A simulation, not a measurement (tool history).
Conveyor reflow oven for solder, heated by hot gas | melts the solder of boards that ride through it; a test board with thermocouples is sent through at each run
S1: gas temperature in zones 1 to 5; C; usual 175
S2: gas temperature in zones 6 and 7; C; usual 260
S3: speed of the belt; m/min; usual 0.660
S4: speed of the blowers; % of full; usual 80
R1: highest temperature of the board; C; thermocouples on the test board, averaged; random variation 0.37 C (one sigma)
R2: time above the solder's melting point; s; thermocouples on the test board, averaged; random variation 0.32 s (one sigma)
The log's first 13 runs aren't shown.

run,hour,S1,S2,S3,S4,R1,R2
14,155.0,175,260,0.660,55,243.0,40.4
15,165.7,175,260,0.660,55,242.3,40.1
16,179.2,175,260,0.660,55,242.3,40.5
17,194.2,180,260,0.640,55,244.5,44.9
18,205.4,176,264,0.709,82,249.7,43.4
19,220.5,176,264,0.709,82,250.0,43.7
20,228.3,164,264,0.709,68,245.1,36.1
21,242.7,164,264,0.709,68,244.7,36.9
22,258.6,164,264,0.709,68,244.6,36.1
23,275.6,164,259,0.551,68,247.4,52.5
24,287.3,172,259,0.551,58,247.5,53.5
25,304.2,189,260,0.646,80,250.0,53.7
26,314.8,189,260,0.646,80,250.0,53.7
27,332.7,189,265,0.631,80,255.4,57.7
28,346.2,189,265,0.631,80,255.0,57.9
29,357.7,189,265,0.631,80,255.4,57.6
30,368.8,189,265,0.631,80,255.6,57.7
31,379.0,189,265,0.631,80,254.1,57.7

4 ways to go on from here, each from the tool as it stands after run 31. What would each give?
A,391.5,175,275,0.660,80,?,?
B,391.5,175,254,0.660,80,?,?
C,391.5,178,253,0.656,80,?,?
D,391.5,189,265,0.582,83,?,?

run,R1,R2
A,260.5,53.4
B,242.9,41.8
C,241.6,43.0
D,256.7,64.0
Without the tool's hidden state the same runs would have given:
run,R1,R2
A,260.6,53.4
B,242.9,41.9
C,241.7,43.1
D,256.8,64.0
